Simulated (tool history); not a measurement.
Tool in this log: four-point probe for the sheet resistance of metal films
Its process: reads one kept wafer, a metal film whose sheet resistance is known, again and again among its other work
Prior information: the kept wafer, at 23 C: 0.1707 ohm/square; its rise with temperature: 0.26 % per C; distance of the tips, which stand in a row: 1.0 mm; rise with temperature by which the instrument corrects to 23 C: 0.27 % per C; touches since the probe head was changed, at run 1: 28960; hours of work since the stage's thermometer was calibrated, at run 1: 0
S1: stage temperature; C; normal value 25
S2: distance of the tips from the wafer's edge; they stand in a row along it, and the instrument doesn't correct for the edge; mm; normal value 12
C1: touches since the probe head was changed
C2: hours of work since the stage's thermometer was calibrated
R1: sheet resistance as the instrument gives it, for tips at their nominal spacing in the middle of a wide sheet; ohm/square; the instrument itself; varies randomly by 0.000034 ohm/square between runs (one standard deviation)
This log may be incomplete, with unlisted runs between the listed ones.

{"run": 1, "day": 0.0, "S1": 25, "S2": 12, "C1": 28960, "C2": 0, "R1": 0.170539}
{"run": 2, "day": 0.883, "S1": 25, "S2": 12, "C1": 29622, "C2": 13, "R1": 0.170527}
{"run": 3, "day": 2.021, "S1": 25, "S2": 12, "C1": 30473, "C2": 30, "R1": 0.170533}
{"run": 4, "day": 2.746, "S1": 25, "S2": 12, "C1": 31015, "C2": 40, "R1": 0.170517}
{"run": 5, "day": 3.9, "S1": 25, "S2": 12, "C1": 31881, "C2": 57, "R1": 0.170586}
{"run": 6, "day": 4.608, "S1": 25, "S2": 12, "C1": 32410, "C2": 67, "R1": 0.170587}
{"run": 7, "day": 5.288, "S1": 25, "S2": 12, "C1": 32918, "C2": 77, "R1": 0.170561}
{"run": 8, "day": 5.983, "S1": 25, "S2": 12, "C1": 33439, "C2": 88, "R1": 0.17059}
{"run": 9, "day": 6.5, "S1": 25, "S2": 12, "C1": 33825, "C2": 95, "R1": 0.170519}
{"run": 10, "day": 7.65, "S1": 23, "S2": 12, "C1": 34688, "C2": 112, "R1": 0.170643}
{"run": 11, "day": 8.312, "S1": 25, "S2": 12, "C1": 35183, "C2": 122, "R1": 0.170597}
{"run": 12, "day": 9.246, "S1": 35, "S2": 61, "C1": 35881, "C2": 135, "R1": 0.169871}
{"run": 13, "day": 10.15, "S1": 21, "S2": 36, "C1": 36558, "C2": 148, "R1": 0.170163}
{"day": 10.233, "done": "stage's thermometer calibrated"}
{"run": 14, "day": 11.225, "S1": 24, "S2": 12, "C1": 37348, "C2": 15, "R1": 0.170666}
{"run": 15, "day": 11.925, "S1": 24, "S2": 12, "C1": 37874, "C2": 25, "R1": 0.170691}
{"run": 16, "day": 12.512, "S1": 19, "S2": 12, "C1": 38312, "C2": 33, "R1": 0.170821}
{"day": 12.671, "done": "stage's thermometer calibrated, once more"}
{"run": 17, "day": 13.65, "S1": 24, "S2": 10, "C1": 39147, "C2": 14, "R1": 0.170941}
{"run": 18, "day": 14.317, "S1": 35, "S2": 37, "C1": 39646, "C2": 24, "R1": 0.169963}
{"run": 19, "day": 15.133, "S1": 25, "S2": 3, "C1": 40257, "C2": 36, "R1": 0.17968}
{"run": 20, "day": 15.904, "S1": 25, "S2": 3, "C1": 40835, "C2": 47, "R1": 0.179648}
{"run": 21, "day": 16.729, "S1": 25, "S2": 3, "C1": 41453, "C2": 59, "R1": 0.179538}

Describe how what the log doesn't record of the tool's condition differs between the last listed run preceding each entry between runs and the first listed run following it.
Logged between run 13 and run 14: stage's thermometer calibrated (day 10.233)
  inner tips' distance over the nominal, %: -0.375 -> -0.37; tips' flats over new ones', %: 25 -> 26; wafer's true temperature over the reading, C: 0.08 -> 0.11
  measured less the result without the state, R1: -0.000658 -> -0.000637 ohm/square
Logged between run 16 and run 17: stage's thermometer calibrated, once more (day 12.671)
  inner tips' distance over the nominal, %: -0.364 -> -0.359; tips' flats over new ones', %: 26 -> 27; wafer's true temperature over the reading, C: 0.12 -> 0.08
  measured less the result without the state, R1: -0.000623 -> -0.000631 ohm/square

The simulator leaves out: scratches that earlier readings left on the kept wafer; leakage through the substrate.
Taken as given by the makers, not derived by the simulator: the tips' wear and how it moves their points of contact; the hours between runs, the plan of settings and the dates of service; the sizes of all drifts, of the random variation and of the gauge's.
